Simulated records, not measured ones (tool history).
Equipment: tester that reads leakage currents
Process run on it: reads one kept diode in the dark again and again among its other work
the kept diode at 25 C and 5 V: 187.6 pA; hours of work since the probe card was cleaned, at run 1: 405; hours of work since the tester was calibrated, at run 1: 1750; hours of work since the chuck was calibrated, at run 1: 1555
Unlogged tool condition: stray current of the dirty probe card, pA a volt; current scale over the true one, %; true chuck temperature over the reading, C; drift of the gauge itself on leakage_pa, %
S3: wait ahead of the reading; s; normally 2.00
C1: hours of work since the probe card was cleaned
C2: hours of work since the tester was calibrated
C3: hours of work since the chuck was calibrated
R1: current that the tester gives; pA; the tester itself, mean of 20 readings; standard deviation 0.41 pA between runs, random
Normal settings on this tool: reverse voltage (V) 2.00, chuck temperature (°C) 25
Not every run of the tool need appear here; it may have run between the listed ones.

run 1 hour=0.0 | reverse_voltage_(V)=2.00 chuck_temperature_(°C)=25 S3=2.00 | C1=405 C2=1750 C3=1555 | R1=125.03
run 2 hour=173.0 | reverse_voltage_(V)=2.00 chuck_temperature_(°C)=25 S3=2.00 | C1=486 C2=1831 C3=1636 | R1=125.29
run 3 hour=327.6 | reverse_voltage_(V)=2.00 chuck_temperature_(°C)=25 S3=0.38 | C1=558 C2=1903 C3=1708 | R1=125.24
run 4 hour=497.1 | reverse_voltage_(V)=2.00 chuck_temperature_(°C)=25 S3=7.37 | C1=637 C2=1982 C3=1787 | R1=124.58
run 5 hour=640.6 | reverse_voltage_(V)=2.00 chuck_temperature_(°C)=25 S3=7.37 | C1=704 C2=2050 C3=1854 | R1=124.03
run 6 hour=789.4 | reverse_voltage_(V)=2.00 chuck_temperature_(°C)=25 S3=4.81 | C1=774 C2=2119 C3=1924 | R1=123.79
run 7 hour=941.5 | reverse_voltage_(V)=2.00 chuck_temperature_(°C)=25 S3=4.81 | C1=845 C2=2190 C3=1995 | R1=122.97
run 8 hour=1014.4 | reverse_voltage_(V)=2.00 chuck_temperature_(°C)=25 S3=4.81 | C1=879 C2=2224 C3=2029 | R1=122.79
run 9 hour=1089.8 | reverse_voltage_(V)=2.00 chuck_temperature_(°C)=25 S3=4.81 | C1=915 C2=2260 C3=2065 | R1=123.42
-- hour=1160.1 tester calibrated
run 10 hour=1264.4 | reverse_voltage_(V)=2.00 chuck_temperature_(°C)=25 S3=4.81 | C1=995 C2=49 C3=2145 | R1=126.21
run 11 hour=1370.7 | reverse_voltage_(V)=2.00 chuck_temperature_(°C)=25 S3=1.74 | C1=1045 C2=99 C3=2195 | R1=125.62
run 12 hour=1503.7 | reverse_voltage_(V)=2.00 chuck_temperature_(°C)=25 S3=1.74 | C1=1107 C2=161 C3=2257 | R1=126.08
run 13 hour=1602.7 | reverse_voltage_(V)=5.29 chuck_temperature_(°C)=25 S3=0.74 | C1=1154 C2=207 C3=2304 | R1=180.73
run 14 hour=1707.3 | reverse_voltage_(V)=4.42 chuck_temperature_(°C)=29 S3=1.27 | C1=1203 C2=256 C3=2353 | R1=231.68
run 15 hour=1853.3 | reverse_voltage_(V)=4.42 chuck_temperature_(°C)=30 S3=5.74 | C1=1271 C2=324 C3=2421 | R1=250.30

What if the next run were any one of these 4? Each begins from the tool's condition after run 15:
run A hour=1968.5 | reverse_voltage_(V)=2.00 chuck_temperature_(°C)=47 S3=2.00 | C1=1325 C2=378 C3=2475 | R1=?
run B hour=1968.5 | reverse_voltage_(V)=2.46 chuck_temperature_(°C)=34 S3=1.04 | C1=1325 C2=378 C3=2475 | R1=?
run C hour=1968.5 | reverse_voltage_(V)=3.02 chuck_temperature_(°C)=25 S3=2.00 | C1=1325 C2=378 C3=2475 | R1=?
run D hour=1968.5 | reverse_voltage_(V)=1.59 chuck_temperature_(°C)=43 S3=2.00 | C1=1325 C2=378 C3=2475 | R1=?

run=A R1=686.24
run=B R1=275.81
run=C R1=145.11
run=D R1=473.62
Without the tool's unlogged condition, the same runs would have read:
run=A R1=761.65
run=B R1=305.24
run=C R1=157.85
run=D R1=526.61
